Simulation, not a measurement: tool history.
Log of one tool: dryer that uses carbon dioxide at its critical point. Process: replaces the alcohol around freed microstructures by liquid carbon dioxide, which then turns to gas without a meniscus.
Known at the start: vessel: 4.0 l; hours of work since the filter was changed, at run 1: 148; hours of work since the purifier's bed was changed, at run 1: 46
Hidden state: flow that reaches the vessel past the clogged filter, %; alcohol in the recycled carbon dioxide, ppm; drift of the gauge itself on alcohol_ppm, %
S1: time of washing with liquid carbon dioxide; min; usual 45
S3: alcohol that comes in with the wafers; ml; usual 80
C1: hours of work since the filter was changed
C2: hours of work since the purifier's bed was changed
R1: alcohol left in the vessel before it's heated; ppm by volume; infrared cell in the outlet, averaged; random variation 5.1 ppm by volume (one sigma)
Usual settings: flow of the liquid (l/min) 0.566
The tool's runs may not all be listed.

run 1 hour=0 | S1=45 flow_of_the_liquid_(l/min)=0.566 S3=80 | C1=148 C2=46 | R1=121
run 2 hour=8.8 | S1=45 flow_of_the_liquid_(l/min)=0.566 S3=80 | C1=151 C2=49 | R1=116
run 3 hour=16.5 | S1=56 flow_of_the_liquid_(l/min)=0.566 S3=80 | C1=154 C2=52 | R1=46
run 4 hour=28.1 | S1=56 flow_of_the_liquid_(l/min)=0.566 S3=80 | C1=158 C2=56 | R1=41
run 5 hour=37.4 | S1=45 flow_of_the_liquid_(l/min)=0.626 S3=80 | C1=162 C2=60 | R1=70
run 6 hour=49.7 | S1=45 flow_of_the_liquid_(l/min)=0.626 S3=80 | C1=166 C2=64 | R1=63
run 7 hour=61.6 | S1=66 flow_of_the_liquid_(l/min)=0.566 S3=80 | C1=171 C2=69 | R1=24
run 8 hour=68.7 | S1=47 flow_of_the_liquid_(l/min)=0.566 S3=80 | C1=174 C2=72 | R1=103
run 9 hour=76.2 | S1=27 flow_of_the_liquid_(l/min)=0.566 S3=80 | C1=176 C2=74 | R1=856
run 10 hour=81.4 | S1=45 flow_of_the_liquid_(l/min)=0.566 S3=80 | C1=178 C2=76 | R1=124
run 11 hour=86.6 | S1=45 flow_of_the_liquid_(l/min)=0.566 S3=80 | C1=180 C2=78 | R1=118
run 12 hour=96.6 | S1=45 flow_of_the_liquid_(l/min)=0.566 S3=80 | C1=184 C2=82 | R1=131
run 13 hour=102.1 | S1=45 flow_of_the_liquid_(l/min)=0.566 S3=80 | C1=186 C2=84 | R1=137
run 14 hour=113.1 | S1=45 flow_of_the_liquid_(l/min)=0.566 S3=80 | C1=190 C2=88 | R1=132
run 15 hour=122.1 | S1=45 flow_of_the_liquid_(l/min)=0.566 S3=80 | C1=193 C2=91 | R1=117
run 16 hour=128.1 | S1=55 flow_of_the_liquid_(l/min)=0.566 S3=80 | C1=196 C2=94 | R1=55
run 17 hour=138.5 | S1=45 flow_of_the_liquid_(l/min)=0.566 S3=80 | C1=200 C2=98 | R1=123
run 18 hour=143.7 | S1=45 flow_of_the_liquid_(l/min)=0.621 S3=80 | C1=201 C2=100 | R1=88
run 19 hour=155.5 | S1=45 flow_of_the_liquid_(l/min)=0.621 S3=80 | C1=206 C2=104 | R1=90
run 20 hour=167.2 | S1=45 flow_of_the_liquid_(l/min)=0.621 S3=80 | C1=210 C2=108 | R1=94
run 21 hour=172.5 | S1=45 flow_of_the_liquid_(l/min)=0.621 S3=80 | C1=212 C2=110 | R1=93
run 22 hour=184 | S1=45 flow_of_the_liquid_(l/min)=0.621 S3=80 | C1=216 C2=115 | R1=87
run 23 hour=189.4 | S1=45 flow_of_the_liquid_(l/min)=0.621 S3=80 | C1=218 C2=117 | R1=102
run 24 hour=194.8 | S1=45 flow_of_the_liquid_(l/min)=0.532 S3=80 | C1=220 C2=119 | R1=188
run 25 hour=204.9 | S1=45 flow_of_the_liquid_(l/min)=0.511 S3=21 | C1=224 C2=122 | R1=81
run 26 hour=216.3 | S1=45 flow_of_the_liquid_(l/min)=0.679 S3=104 | C1=228 C2=127 | R1=74
run 27 hour=228.2 | S1=72 flow_of_the_liquid_(l/min)=0.692 S3=37 | C1=233 C2=131 | R1=25
run 28 hour=238.4 | S1=72 flow_of_the_liquid_(l/min)=0.692 S3=37 | C1=237 C2=135 | R1=30
run 29 hour=248.3 | S1=72 flow_of_the_liquid_(l/min)=0.511 S3=37 | C1=240 C2=138 | R1=53
run 30 hour=259.1 | S1=63 flow_of_the_liquid_(l/min)=0.566 S3=80 | C1=244 C2=143 | R1=53
run 31 hour=269.2 | S1=45 flow_of_the_liquid_(l/min)=0.461 S3=64 | C1=248 C2=146 | R1=289
run 32 hour=275.6 | S1=34 flow_of_the_liquid_(l/min)=0.43 S3=64 | C1=251 C2=149 | R1=926
run 33 hour=281.6 | S1=40 flow_of_the_liquid_(l/min)=0.507 S3=49 | C1=253 C2=151 | R1=253

The next listed run, before its measurement:
run 34 hour=289.1 | S1=53 flow_of_the_liquid_(l/min)=0.566 S3=80 | C1=256 C2=154 | R1=?

{"run 34": {"R1": 84}}
Without the tool's hidden state the same run would have given R1 28 ppm by volume.
